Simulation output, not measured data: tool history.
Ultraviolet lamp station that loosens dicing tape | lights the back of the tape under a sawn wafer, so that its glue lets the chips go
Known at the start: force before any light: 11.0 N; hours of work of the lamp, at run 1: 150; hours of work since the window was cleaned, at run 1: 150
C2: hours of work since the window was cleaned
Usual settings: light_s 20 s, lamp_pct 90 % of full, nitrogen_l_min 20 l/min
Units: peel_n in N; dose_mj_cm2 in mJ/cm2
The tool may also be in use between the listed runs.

{"run": 1, "hour": 0.0, "light_s": 20, "lamp_pct": 90, "nitrogen_l_min": 20, "hours of work of the lamp": 150, "C2": 150, "peel_n": 1.055, "dose_mj_cm2": 447}
{"run": 2, "hour": 6.6, "light_s": 20, "lamp_pct": 90, "nitrogen_l_min": 20, "hours of work of the lamp": 154, "C2": 154, "peel_n": 1.024, "dose_mj_cm2": 444}
{"run": 3, "hour": 14.0, "light_s": 20, "lamp_pct": 90, "nitrogen_l_min": 20, "hours of work of the lamp": 158, "C2": 158, "peel_n": 1.072, "dose_mj_cm2": 445}
{"run": 4, "hour": 21.0, "light_s": 20, "lamp_pct": 90, "nitrogen_l_min": 20, "hours of work of the lamp": 162, "C2": 162, "peel_n": 1.045, "dose_mj_cm2": 448}
{"run": 5, "hour": 29.6, "light_s": 14, "lamp_pct": 90, "nitrogen_l_min": 20, "hours of work of the lamp": 167, "C2": 167, "peel_n": 2.022, "dose_mj_cm2": 311}
{"run": 6, "hour": 36.1, "light_s": 26, "lamp_pct": 90, "nitrogen_l_min": 20, "hours of work of the lamp": 171, "C2": 171, "peel_n": 0.599, "dose_mj_cm2": 576}
{"run": 7, "hour": 46.2, "light_s": 26, "lamp_pct": 90, "nitrogen_l_min": 20, "hours of work of the lamp": 177, "C2": 177, "peel_n": 0.582, "dose_mj_cm2": 587}
{"run": 8, "hour": 56.2, "light_s": 26, "lamp_pct": 90, "nitrogen_l_min": 20, "hours of work of the lamp": 183, "C2": 183, "peel_n": 0.593, "dose_mj_cm2": 572}
{"run": 9, "hour": 62.0, "light_s": 30, "lamp_pct": 90, "nitrogen_l_min": 18, "hours of work of the lamp": 186, "C2": 186, "peel_n": 0.478, "dose_mj_cm2": 657}
{"run": 10, "hour": 68.6, "light_s": 30, "lamp_pct": 85, "nitrogen_l_min": 18, "hours of work of the lamp": 190, "C2": 190, "peel_n": 0.547, "dose_mj_cm2": 620}
{"run": 11, "hour": 74.4, "light_s": 30, "lamp_pct": 85, "nitrogen_l_min": 18, "hours of work of the lamp": 193, "C2": 193, "peel_n": 0.543, "dose_mj_cm2": 621}
{"run": 12, "hour": 80.0, "light_s": 15, "lamp_pct": 85, "nitrogen_l_min": 18, "hours of work of the lamp": 196, "C2": 196, "peel_n": 2.19, "dose_mj_cm2": 311}
{"run": 13, "hour": 89.9, "light_s": 19, "lamp_pct": 89, "nitrogen_l_min": 20, "hours of work of the lamp": 202, "C2": 202, "peel_n": 1.229, "dose_mj_cm2": 407}

Forecast each of these 5 alternatives for the next run:
{"run": "A", "hour": 94.4, "light_s": 24, "lamp_pct": 90, "nitrogen_l_min": 20, "hours of work of the lamp": 205, "C2": 205, "peel_n": "?", "dose_mj_cm2": "?"}
{"run": "B", "hour": 94.4, "light_s": 33, "lamp_pct": 89, "nitrogen_l_min": 20, "hours of work of the lamp": 205, "C2": 205, "peel_n": "?", "dose_mj_cm2": "?"}
{"run": "C", "hour": 94.4, "light_s": 19, "lamp_pct": 89, "nitrogen_l_min": 7, "hours of work of the lamp": 205, "C2": 205, "peel_n": "?", "dose_mj_cm2": "?"}
{"run": "D", "hour": 94.4, "light_s": 26, "lamp_pct": 64, "nitrogen_l_min": 20, "hours of work of the lamp": 205, "C2": 205, "peel_n": "?", "dose_mj_cm2": "?"}
{"run": "E", "hour": 94.4, "light_s": 30, "lamp_pct": 89, "nitrogen_l_min": 13, "hours of work of the lamp": 205, "C2": 205, "peel_n": "?", "dose_mj_cm2": "?"}

run=A peel_n=0.734 dose_mj_cm2=522
run=B peel_n=0.386 dose_mj_cm2=713
run=C peel_n=2.412 dose_mj_cm2=415
run=D peel_n=1.302 dose_mj_cm2=401
run=E peel_n=0.643 dose_mj_cm2=646
Without the tool's hidden state the same runs would have given:
run=A peel_n=0.570 dose_mj_cm2=585
run=B peel_n=0.310 dose_mj_cm2=799
run=C peel_n=2.025 dose_mj_cm2=465
run=D peel_n=1.032 dose_mj_cm2=449
run=E peel_n=0.497 dose_mj_cm2=724
